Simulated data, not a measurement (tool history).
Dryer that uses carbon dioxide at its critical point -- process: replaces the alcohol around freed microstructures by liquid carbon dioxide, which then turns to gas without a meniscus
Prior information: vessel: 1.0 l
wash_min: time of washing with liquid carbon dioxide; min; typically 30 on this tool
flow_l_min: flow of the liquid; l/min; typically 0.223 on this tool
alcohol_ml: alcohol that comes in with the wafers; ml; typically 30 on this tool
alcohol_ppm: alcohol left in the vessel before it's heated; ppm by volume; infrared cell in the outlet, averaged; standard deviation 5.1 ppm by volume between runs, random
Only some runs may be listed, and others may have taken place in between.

run     day  wash_min  flow_l_min  alcohol_ml  alcohol_ppm
  1       0        30       0.223          30           93
  2    0.85        30       0.223          30           84
  3   2.258        30       0.223          30          114
  4   3.275        30       0.223          30          102
  5   4.417        30       0.223          30          105
  6   5.367        30       0.223          30          114
  7   6.767        41       0.223          30           47
  8   8.325        41       0.223          30           53
  9   9.121        41       0.195          30           72
 10    10.4        41       0.195          30           80
 11  11.875        41       0.195          30           89
 12  12.908        30       0.223          22          129
 13    14.2        30        0.14          22          731
 14  15.208        30        0.14          22          773
     15.538  -- inlet filter changed
 15  16.038        30        0.14          22          555
 16  17.717        30        0.14          22          578
 17  19.225        30        0.14          22          583
 18  20.954        30        0.14          22          606
 19  22.517        30       0.223         103          328
 20  24.212        25       0.223         103          758
 21  25.183        25       0.223         103          769
 22  26.688        30       0.262          30          140
 23  28.488        30       0.262          30          143
 24  29.379        30       0.223          21          169
 25  30.754        30       0.237          73          255
 26  31.496        30       0.237          73          261
 27  32.675        21       0.279          21          253
 28  33.433        21       0.279          34          317
 29  35.108        21       0.247          46          597
 30    36.8        21       0.223          53         1032
 31  37.808        21       0.223          53         1036
 32  39.004        31       0.191          53          487
 33  40.788        21       0.148          53         3897
 34  42.267        37       0.148         117         1326
 35  43.712        19       0.328          69          470
 36  44.567        19       0.328          69          480
 37    45.4        38       0.223          32          207
 38  46.283        30       0.188          94          970

4 ways to go on from here, each from the tool as it stands after run 38. What would each give?
  A  47.112        25       0.154          62            ?
  B  47.112        30       0.223          93            ?
  C  47.112        30       0.223         101            ?
  D  47.112        30       0.174          94            ?

run  alcohol_ppm
  A         2690
  B          487
  C          550
  D         1362
The same runs, with their run-to-run variation unchanged, on a tool lacking any hidden condition would have given:
run  alcohol_ppm
  A         1861
  B          184
  C          219
  D          789
